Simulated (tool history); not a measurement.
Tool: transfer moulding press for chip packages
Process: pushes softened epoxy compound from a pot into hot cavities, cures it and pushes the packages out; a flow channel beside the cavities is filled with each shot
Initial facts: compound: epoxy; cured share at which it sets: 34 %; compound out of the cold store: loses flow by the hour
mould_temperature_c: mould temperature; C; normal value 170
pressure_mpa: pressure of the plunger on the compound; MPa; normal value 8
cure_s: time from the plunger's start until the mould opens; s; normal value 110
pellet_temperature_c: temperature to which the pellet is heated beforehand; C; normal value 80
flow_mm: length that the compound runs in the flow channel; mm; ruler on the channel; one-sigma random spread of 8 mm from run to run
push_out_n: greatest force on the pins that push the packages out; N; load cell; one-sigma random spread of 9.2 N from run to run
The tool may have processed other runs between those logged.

run   hour  mould_temperature_c  pressure_mpa  cure_s  pellet_temperature_c  incoming compound's hours out of the cold store  flow_mm  push_out_n
  1      0                  170             8     110                    80                                             20.8      849         530
  2    6.9                  170             8     110                    77                                             30.5      832         546
  3   14.2                  170             8     110                    89                                             21.4      833         582
  4   22.5                  170             8     110                    72                                             11.4      870         579
  5   28.7                  170             8     110                    72                                             20.3      856         577
  6   37.6                  170             8     110                    72                                             42.9      796         568
  7   48.6                  170             8     110                    80                                               18      838         564
  8   57.6                  170             8     110                    80                                             19.6      852         574
  9   66.4                  170             8     110                    80                                             15.2      849         608
 10   77.8                  170             8     110                    80                                             28.9      810         616
      80.8  -- plunger's sealing rings changed
      83.1  -- cavities cleaned with cleaning compound and waxed
 11   86.8                  170             8     110                    80                                             16.4      953         421
 12   97.2                  170             8     135                    80                                             24.4      914         405
 13  108.5                  170             8     135                    80                                             34.7      900         397
 14    120                  170             8     135                    80                                             14.4      956         432
 15  131.4                  170             8     135                    80                                             35.2      893         440
 16    142                  170          7.68     141                    80                                              8.6      957         466
 17    153                  169          7.52      93                    80                                             20.7      910         702
     155.7  -- mould's thermocouples calibrated
 18  166.8                  169          7.52      93                    80                                             14.6      935         737
 19  177.4                  170          6.11     125                    80                                             25.8      817         502
 20    188                  165          7.56      91                    72                                             32.5      906        1096
 21  200.2                  164           9.6     107                    70                                             28.5     1027         835
 22  207.1                  163          8.31     131                    86                                             43.4      932         630
     212.3  -- mould's thermocouples calibrated, once more
 23  216.6                  163          8.31     131                    86                                             39.3      942         662
 24  223.9                  163          8.31     110                    74                                               28      951         925
 25  232.9                  178          6.05     113                    87                                             36.4      731         501
 26  243.8                  178          6.05     113                    87                                             38.8      729         517
 27  254.5                  163          6.32     100                    74                                             24.3      853        1192
     263.1  -- cavities cleaned with cleaning compound and waxed
 28  267.5                  168          7.98     139                    87                                             12.7      956         402
 29  276.6                  168          7.98     139                    87                                              9.1      960         403

Each row is a separate what-if for the run after 29, all from the same tool condition, not one after another. Results?
  A  284.8                  165             8     110                    80                                              9.7        ?           ?
  B  284.8                  168          7.98     133                    87                                             19.1        ?           ?
  C  284.8                  168          7.98     139                    73                                             29.3        ?           ?

run  flow_mm  push_out_n
  A     1006         648
  B      927         416
  C      918         435
Had the tool no hidden state, the same runs would have come out as:
run  flow_mm  push_out_n
  A     1036         583
  B      954         369
  C      945         385

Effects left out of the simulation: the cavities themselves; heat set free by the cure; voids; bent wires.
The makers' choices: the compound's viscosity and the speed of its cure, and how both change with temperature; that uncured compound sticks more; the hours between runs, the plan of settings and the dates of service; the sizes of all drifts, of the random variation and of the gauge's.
